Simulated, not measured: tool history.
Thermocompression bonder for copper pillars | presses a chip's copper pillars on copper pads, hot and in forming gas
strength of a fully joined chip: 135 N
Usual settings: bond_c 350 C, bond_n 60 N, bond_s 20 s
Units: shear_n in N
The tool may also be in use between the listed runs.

Run 1, hour 0.0: usual settings. Result: shear_n 79.1 N.
Run 2, hour 28.5: usual settings. Result: shear_n 79.3 N.
Run 3, hour 69.8: usual settings. Result: shear_n 78.0 N.
Run 4, hour 108.3: usual settings but bond_s 14 s. Result: shear_n 69.6 N.
Run 5, hour 135.8: usual settings but bond_c 367 C. Result: shear_n 85.2 N.
Run 6, hour 176.7: usual settings. Result: shear_n 78.8 N.
At hour 187.7: force cell calibrated.
Run 7, hour 219.7: usual settings but bond_n 71 N. Result: shear_n 89.5 N.
Run 8, hour 253.1: usual settings. Result: shear_n 77.5 N.
Run 9, hour 289.4: usual settings. Result: shear_n 77.1 N.
Run 10, hour 318.0: usual settings but bond_c 340 C, bond_n 75 N, bond_s 12 s. Result: shear_n 75.4 N.
Run 11, hour 357.5: usual settings but bond_c 340 C, bond_n 53 N, bond_s 12 s. Result: shear_n 53.2 N.
Run 12, hour 391.3: usual settings but bond_n 73 N, bond_s 10 s. Result: shear_n 75.3 N.
Run 13, hour 420.6: usual settings but bond_n 73 N, bond_s 10 s. Result: shear_n 75.9 N.
Run 14, hour 446.8: usual settings but bond_n 73 N, bond_s 10 s. Result: shear_n 75.2 N.
At hour 472.1: forming gas filter changed.
Run 15, hour 484.5: usual settings but bond_c 363 C, bond_n 53 N, bond_s 31 s. Result: shear_n 86.1 N.
Run 16, hour 521.5: usual settings but bond_c 356 C. Result: shear_n 81.1 N.

Forecast each of these 3 alternatives for the next run:
Run A, hour 539.4: usual settings but bond_c 369 C. Result: shear_n ?.
Run B, hour 539.4: usual settings but bond_c 364 C, bond_n 48 N, bond_s 45 s. Result: shear_n ?.
Run C, hour 539.4: usual settings but bond_c 369 C, bond_s 41 s. Result: shear_n ?.

run  shear_n
  A     85.5
  B     88.0
  C    104.2
Without the tool's hidden state the same runs would have given:
run  shear_n
  A     85.7
  B     88.1
  C    104.3
